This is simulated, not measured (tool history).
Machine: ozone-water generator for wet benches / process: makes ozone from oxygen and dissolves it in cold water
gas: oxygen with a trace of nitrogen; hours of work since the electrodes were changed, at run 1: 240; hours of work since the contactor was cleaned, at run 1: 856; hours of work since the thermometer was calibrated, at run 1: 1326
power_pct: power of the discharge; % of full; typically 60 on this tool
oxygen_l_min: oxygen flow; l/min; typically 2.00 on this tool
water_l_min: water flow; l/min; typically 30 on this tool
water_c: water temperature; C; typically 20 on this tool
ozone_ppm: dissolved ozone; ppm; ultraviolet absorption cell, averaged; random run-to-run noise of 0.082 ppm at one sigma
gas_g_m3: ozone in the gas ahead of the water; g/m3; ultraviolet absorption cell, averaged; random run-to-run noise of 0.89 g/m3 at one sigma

run	day	power_pct	oxygen_l_min	water_l_min	water_c	hours of work since the electrodes were changed	hours of work since the contactor was cleaned	hours of work since the thermometer was calibrated	ozone_ppm	gas_g_m3
1	0.000	60	2.00	30	20	240	856	1326	6.65	143.1
2	1.062	60	2.00	30	20	258	874	1344	6.62	143.6
3	2.758	60	2.00	30	20	286	902	1372	6.64	144.0
4	4.458	60	2.73	30	20	314	930	1400	7.57	131.1
5	6.400	60	2.73	30	20	347	963	1433	7.56	128.9
6	7.862	60	2.73	30	20	371	987	1457	7.43	129.5
7	9.033	60	2.73	30	20	390	1007	1477	7.48	128.9
8	10.838	60	2.73	30	20	420	1037	1507	7.50	127.2
9	13.083	52	1.93	32	20	458	1074	1544	5.51	131.1
10	14.138	75	1.59	30	20	475	1092	1562	6.63	177.5
11	16.296	81	1.23	34	17	511	1128	1598	5.24	201.7
12	18.138	81	1.23	34	17	542	1158	1628	5.36	202.7
13	20.446	60	1.61	33	20	581	1197	1667	5.24	152.8
14	22.408	85	2.28	33	20	613	1229	1699	7.67	169.7

Here are 5 independent what-if runs from the current tool condition. What would each one return?
A	23.338	44	2.51	33	20	629	1245	1715	?	?
B	23.338	60	2.00	30	26	629	1245	1715	?	?
C	23.338	61	1.75	30	20	629	1245	1715	?	?
D	23.338	60	1.04	27	20	629	1245	1715	?	?
E	23.338	56	2.97	30	20	629	1245	1715	?	?

run	ozone_ppm	gas_g_m3
A	5.24	107.8
B	6.12	140.7
C	6.08	150.0
D	5.09	176.1
E	7.34	120.1
The same runs, with their run-to-run variation unchanged, on a tool lacking any hidden condition would have given:
run	ozone_ppm	gas_g_m3
A	5.50	110.5
B	6.46	145.3
C	6.41	154.9
D	5.36	181.7
E	7.73	123.8
